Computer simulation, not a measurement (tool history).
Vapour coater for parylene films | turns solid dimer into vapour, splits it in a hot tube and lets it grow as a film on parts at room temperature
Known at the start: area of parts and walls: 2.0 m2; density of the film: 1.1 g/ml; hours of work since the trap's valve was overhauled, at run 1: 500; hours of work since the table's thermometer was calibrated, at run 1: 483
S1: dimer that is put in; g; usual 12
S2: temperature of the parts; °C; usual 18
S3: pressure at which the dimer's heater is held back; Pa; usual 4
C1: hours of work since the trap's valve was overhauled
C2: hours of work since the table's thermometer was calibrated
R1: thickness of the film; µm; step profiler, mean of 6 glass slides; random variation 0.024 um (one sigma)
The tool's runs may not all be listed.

run	day	S1	S2	S3	C1	C2	R1
1	0	12	18	4	500	483	4.17
2	0.442	12	18	4	508	491	4.16
3	0.829	12	18	4	516	499	4.17
4	1.358	12	18	4.41	526	509	4.09
5	2.008	12	18	4.41	539	522	4.13
6	2.412	12	18	4.41	547	529	4.11
7	2.833	12	22	4	555	538	3.73
# day 3.129: trap's valve overhauled
8	3.733	12	10	4	12	552	5.22
9	4.375	11	18	4	24	564	3.83
10	5.05	11	18	4	37	577	3.84
11	5.533	11	18	4	47	587	3.82
12	5.933	21	18	11.15	54	594	6.34
13	6.592	21	18	11.15	67	607	6.33
14	7.358	5	27	2.72	82	622	1.44
15	8.221	10	27	11.86	99	639	2.33
16	8.638	22	16	4.23	107	647	8.07
17	9.304	22	14	4.23	120	660	8.48
18	9.775	22	14	4.23	129	669	8.51
19	10.558	10	11	4.95	144	684	4.12

Forecast each of these 3 alternatives for the next run:
A	11.179	12	12	11.34	156	696	?
B	11.179	10	17	4.95	156	696	?
C	11.179	12	18	2.91	156	696	?

run	R1
A	4.29
B	3.48
C	4.36
Without the tool's hidden state the same runs would have given:
run	R1
A	4.3
B	3.48
C	4.37

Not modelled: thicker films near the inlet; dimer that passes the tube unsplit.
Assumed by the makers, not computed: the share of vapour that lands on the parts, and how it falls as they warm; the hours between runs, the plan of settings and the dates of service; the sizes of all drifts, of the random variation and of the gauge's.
